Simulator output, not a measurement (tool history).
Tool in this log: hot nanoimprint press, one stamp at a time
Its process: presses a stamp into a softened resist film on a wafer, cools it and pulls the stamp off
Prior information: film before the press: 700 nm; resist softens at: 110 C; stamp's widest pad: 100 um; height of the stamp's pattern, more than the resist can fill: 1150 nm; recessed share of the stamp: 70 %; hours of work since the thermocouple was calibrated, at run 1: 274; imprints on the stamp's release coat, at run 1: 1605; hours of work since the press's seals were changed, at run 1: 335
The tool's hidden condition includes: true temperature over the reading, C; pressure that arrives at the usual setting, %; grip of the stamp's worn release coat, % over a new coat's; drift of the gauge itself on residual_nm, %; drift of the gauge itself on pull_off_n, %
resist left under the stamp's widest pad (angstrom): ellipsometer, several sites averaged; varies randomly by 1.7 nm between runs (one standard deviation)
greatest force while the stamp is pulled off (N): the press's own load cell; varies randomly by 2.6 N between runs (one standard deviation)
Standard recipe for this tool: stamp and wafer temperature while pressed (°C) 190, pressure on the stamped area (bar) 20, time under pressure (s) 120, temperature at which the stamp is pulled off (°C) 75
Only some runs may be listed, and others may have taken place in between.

| run | hour | stamp and wafer temperature while pressed (°C) | pressure on the stamped area (bar) | time under pressure (s) | temperature at which the stamp is pulled off (°C) | hours of work since the thermocouple was calibrated | imprints on the stamp's release coat | hours of work since the press's seals were changed | resist left under the stamp's widest pad (angstrom) | greatest force while the stamp is pulled off (N) |
|---|---|---|---|---|---|---|---|---|---|---|
| 1 | 0 | 190 | 20 | 120 | 75 | 274 | 1605 | 335 | 2937 | 198 |
| 2 | 14.3 | 190 | 20 | 120 | 75 | 284 | 1642 | 345 | 2951 | 207 |
| 3 | 26.8 | 190 | 31.7 | 120 | 75 | 293 | 1674 | 354 | 2341 | 215 |
| 4 | 34.9 | 190 | 20 | 67 | 75 | 299 | 1695 | 359 | 3628 | 208 |
| 5 | 41.7 | 190 | 20 | 67 | 75 | 303 | 1713 | 364 | 3660 | 213 |
| 6 | 53.6 | 190 | 20 | 67 | 75 | 312 | 1744 | 372 | 3658 | 207 |
| 7 | 60.2 | 190 | 26 | 120 | 75 | 316 | 1761 | 377 | 2616 | 216 |
| 8 | 69.1 | 190 | 20 | 120 | 75 | 323 | 1784 | 383 | 2945 | 217 |
| 9 | 80.1 | 190 | 20 | 120 | 75 | 330 | 1813 | 391 | 3001 | 219 |
| 10 | 90.4 | 190 | 20 | 120 | 75 | 337 | 1839 | 398 | 2974 | 218 |
| 11 | 96.2 | 190 | 20 | 90 | 75 | 341 | 1854 | 402 | 3327 | 213 |
| 12 | 102.4 | 190 | 20 | 174 | 75 | 346 | 1870 | 406 | 2616 | 213 |
| 13 | 109.9 | 190 | 20 | 120 | 75 | 351 | 1890 | 411 | 2990 | 221 |
| 14 | 119.4 | 190 | 20 | 120 | 75 | 358 | 1915 | 418 | 2995 | 223 |
| 15 | 131.7 | 190 | 20 | 120 | 75 | 366 | 1946 | 427 | 3010 | 221 |
| 16 | 141.4 | 196 | 24.1 | 140 | 72 | 373 | 1972 | 433 | 1952 | 243 |
| 17 | 152.3 | 196 | 24.1 | 140 | 62 | 381 | 2000 | 441 | 1952 | 315 |
| 18 | 166.5 | 183 | 24.1 | 140 | 62 | 390 | 2037 | 451 | 3608 | 318 |
|  | 179.3 | plate thermocouple calibrated |
| 19 | 183.5 | 189 | 15.2 | 151 | 62 | 3 | 2073 | 461 | 3094 | 314 |
| 20 | 195.9 | 190 | 20 | 95 | 75 | 12 | 2105 | 469 | 3047 | 223 |
| 21 | 208.2 | 190 | 20 | 162 | 69 | 20 | 2137 | 478 | 2512 | 260 |
| 22 | 218.8 | 190 | 20 | 162 | 69 | 28 | 2165 | 485 | 2461 | 265 |
| 23 | 230.4 | 190 | 20 | 110 | 69 | 36 | 2195 | 493 | 2890 | 274 |
| 24 | 244.3 | 190 | 20 | 110 | 69 | 45 | 2231 | 503 | 2902 | 270 |
| 25 | 254.9 | 183 | 20 | 110 | 69 | 53 | 2258 | 510 | 3960 | 269 |
| 26 | 260.9 | 183 | 19.1 | 79 | 73 | 57 | 2274 | 514 | 4424 | 237 |
| 27 | 268.2 | 198 | 20 | 120 | 75 | 62 | 2293 | 520 | 1978 | 238 |
| 28 | 276.8 | 198 | 20 | 120 | 81 | 68 | 2315 | 526 | 1991 | 196 |
| 29 | 287.1 | 190 | 25.8 | 186 | 68 | 75 | 2342 | 533 | 2112 | 288 |

Branching from run 29: 5 alternative next runs. What would each branch give?
| A | 297.5 | 186 | 25.8 | 144 | 72 | 82 | 2369 | 540 | ? | ? |
| B | 297.5 | 190 | 14.3 | 83 | 68 | 82 | 2369 | 540 | ? | ? |
| C | 297.5 | 190 | 14.7 | 67 | 80 | 82 | 2369 | 540 | ? | ? |
| D | 297.5 | 186 | 20 | 111 | 75 | 82 | 2369 | 540 | ? | ? |
| E | 297.5 | 190 | 20 | 175 | 66 | 82 | 2369 | 540 | ? | ? |

| run | resist left under the stamp's widest pad (angstrom) | greatest force while the stamp is pulled off (N) |
|---|---|---|
| A | 2803 | 272 |
| B | 3814 | 293 |
| C | 4008 | 206 |
| D | 3526 | 238 |
| E | 2468 | 291 |
What these runs would have given with no unlogged condition in the tool:
| run | resist left under the stamp's widest pad (angstrom) | greatest force while the stamp is pulled off (N) |
|---|---|---|
| A | 2736 | 139 |
| B | 3752 | 147 |
| C | 3945 | 104 |
| D | 3457 | 119 |
| E | 2414 | 147 |

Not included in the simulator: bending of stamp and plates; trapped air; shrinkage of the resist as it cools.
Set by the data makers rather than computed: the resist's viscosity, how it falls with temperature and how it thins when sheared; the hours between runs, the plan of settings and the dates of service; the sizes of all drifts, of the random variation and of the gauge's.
